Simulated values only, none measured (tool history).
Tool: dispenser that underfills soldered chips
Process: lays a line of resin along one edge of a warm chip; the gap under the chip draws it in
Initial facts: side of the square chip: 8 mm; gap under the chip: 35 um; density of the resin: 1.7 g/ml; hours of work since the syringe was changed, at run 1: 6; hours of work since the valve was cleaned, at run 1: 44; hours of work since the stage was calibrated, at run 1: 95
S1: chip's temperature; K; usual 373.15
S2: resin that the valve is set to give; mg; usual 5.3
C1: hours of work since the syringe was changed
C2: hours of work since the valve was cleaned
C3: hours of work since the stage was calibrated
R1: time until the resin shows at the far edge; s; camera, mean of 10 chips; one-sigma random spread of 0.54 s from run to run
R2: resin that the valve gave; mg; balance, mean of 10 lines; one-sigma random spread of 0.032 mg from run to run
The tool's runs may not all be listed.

run	hour	S1	S2	C1	C2	C3	R1	R2
1	0	373.15	5.3	6	44	95	61.7	5.16
2	6.7	373.15	5.3	10	48	99	75.6	5.07
# hour 10.3: new syringe of resin
3	17.6	373.15	5.3	5	55	106	57.8	5.05
4	26.4	373.15	6.22	10	60	112	74	5.85
# hour 29.3: new syringe of resin
5	38.7	373.15	6.22	6	68	119	60.1	5.81
# hour 49: new syringe of resin
6	50	373.15	6.22	1	75	126	46	5.85
7	55.8	373.15	5.3	4	78	130	57.6	4.91
8	60.9	373.15	6.74	8	82	133	65.4	6.21
# hour 68.3: new syringe of resin
9	68.3	373.15	6.74	0	86	138	44.3	6.19
10	76.5	373.15	6.74	5	91	143	58	6.16
11	84.5	368.15	6.35	10	96	148	90.8	5.73
# hour 87: new syringe of resin
12	95.3	387.15	6.35	5	103	155	32.3	5.69
13	101.9	387.15	6.35	9	107	159	41.1	5.66
# hour 106.1: new syringe of resin
14	111.6	387.15	6.35	4	113	165	30.6	5.66

Below are 5 alternative next runs, each starting from the tool's condition after run 14. Predict each:
A	121.1	359.15	4.78	10	119	171	?	?
B	121.1	358.15	5.59	10	119	171	?	?
C	121.1	378.15	5.1	10	119	171	?	?
D	121.1	385.15	4.53	10	119	171	?	?
E	121.1	368.15	6.35	10	119	171	?	?

run	R1	R2
A	144.4	4.21
B	143.7	4.94
C	63.1	4.54
D	51.3	4.02
E	90.6	5.61
With no hidden state in the tool, these same runs would have given:
run	R1	R2
A	82.7	4.77
B	84.3	5.59
C	36.6	5.13
D	29.4	4.55
E	53.9	6.34

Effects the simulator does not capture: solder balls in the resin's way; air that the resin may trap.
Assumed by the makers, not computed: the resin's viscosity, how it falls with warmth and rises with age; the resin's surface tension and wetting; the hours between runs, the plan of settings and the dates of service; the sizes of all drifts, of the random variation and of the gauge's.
